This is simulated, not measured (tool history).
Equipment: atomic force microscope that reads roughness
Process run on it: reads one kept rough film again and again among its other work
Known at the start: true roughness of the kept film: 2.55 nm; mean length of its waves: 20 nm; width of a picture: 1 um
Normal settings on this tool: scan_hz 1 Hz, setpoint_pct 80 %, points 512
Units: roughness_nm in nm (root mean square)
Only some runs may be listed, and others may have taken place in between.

Run 1, hour 0: usual settings. Result: roughness_nm 1.883 nm (root mean square).
Run 2, hour 53.1: usual settings. Result: roughness_nm 1.873 nm (root mean square).
Run 3, hour 112.9: usual settings. Result: roughness_nm 1.882 nm (root mean square).
Run 4, hour 155.2: usual settings but scan_hz 0.75 Hz. Result: roughness_nm 1.909 nm (root mean square).
At hour 176: new tip fitted.
Run 5, hour 215.4: usual settings but scan_hz 0.75 Hz. Result: roughness_nm 1.901 nm (root mean square).
Run 6, hour 246.7: usual settings but scan_hz 0.75 Hz. Result: roughness_nm 1.915 nm (root mean square).
Run 7, hour 277.2: usual settings but points 609. Result: roughness_nm 1.899 nm (root mean square).
Run 8, hour 325: usual settings but points 609. Result: roughness_nm 1.889 nm (root mean square).
At hour 355.1: new tip fitted.
Run 9, hour 370.3: usual settings but points 456. Result: roughness_nm 1.894 nm (root mean square).
Run 10, hour 400.6: usual settings. Result: roughness_nm 1.89 nm (root mean square).
Run 11, hour 459.3: usual settings but scan_hz 1.72 Hz, setpoint_pct 77 %, points 676. Result: roughness_nm 1.835 nm (root mean square).
Run 12, hour 514.8: usual settings but scan_hz 1.72 Hz, setpoint_pct 77 %, points 676. Result: roughness_nm 1.836 nm (root mean square).
At hour 532: new tip fitted.
Run 13, hour 564.8: usual settings but scan_hz 0.63 Hz, points 673. Result: roughness_nm 1.945 nm (root mean square).
Run 14, hour 597.7: usual settings but scan_hz 0.63 Hz, points 274. Result: roughness_nm 1.877 nm (root mean square).
Run 15, hour 647.9: usual settings but scan_hz 1.97 Hz, setpoint_pct 56 %. Result: roughness_nm 1.94 nm (root mean square).
Run 16, hour 684.8: usual settings but scan_hz 1.97 Hz, setpoint_pct 69 %, points 310. Result: roughness_nm 1.845 nm (root mean square).
At hour 709.7: new tip fitted.
Run 17, hour 731.9: usual settings but scan_hz 0.74 Hz, setpoint_pct 77 %, points 410. Result: roughness_nm 1.922 nm (root mean square).
Run 18, hour 792.1: usual settings but scan_hz 2.99 Hz, setpoint_pct 84 %, points 903. Result: roughness_nm 1.619 nm (root mean square).
Run 19, hour 830: usual settings but scan_hz 0.66 Hz, setpoint_pct 69 %, points 568. Result: roughness_nm 1.958 nm (root mean square).

Below are 3 alternative next runs, each starting from the tool's condition after run 19. Predict each:
Run A, hour 873.3: usual settings but scan_hz 1.93 Hz, setpoint_pct 81 %, points 316. Result: roughness_nm ?.
Run B, hour 873.3: usual settings but scan_hz 0.66 Hz, setpoint_pct 69 %, points 489. Result: roughness_nm ?.
Run C, hour 873.3: usual settings but scan_hz 2.53 Hz, setpoint_pct 69 %, points 319. Result: roughness_nm ?.

run  roughness_nm
  A          1.75
  B         1.968
  C         1.814
Without the tool's unlogged condition, the same runs would have read:
run  roughness_nm
  A         1.755
  B         1.973
  C         1.818
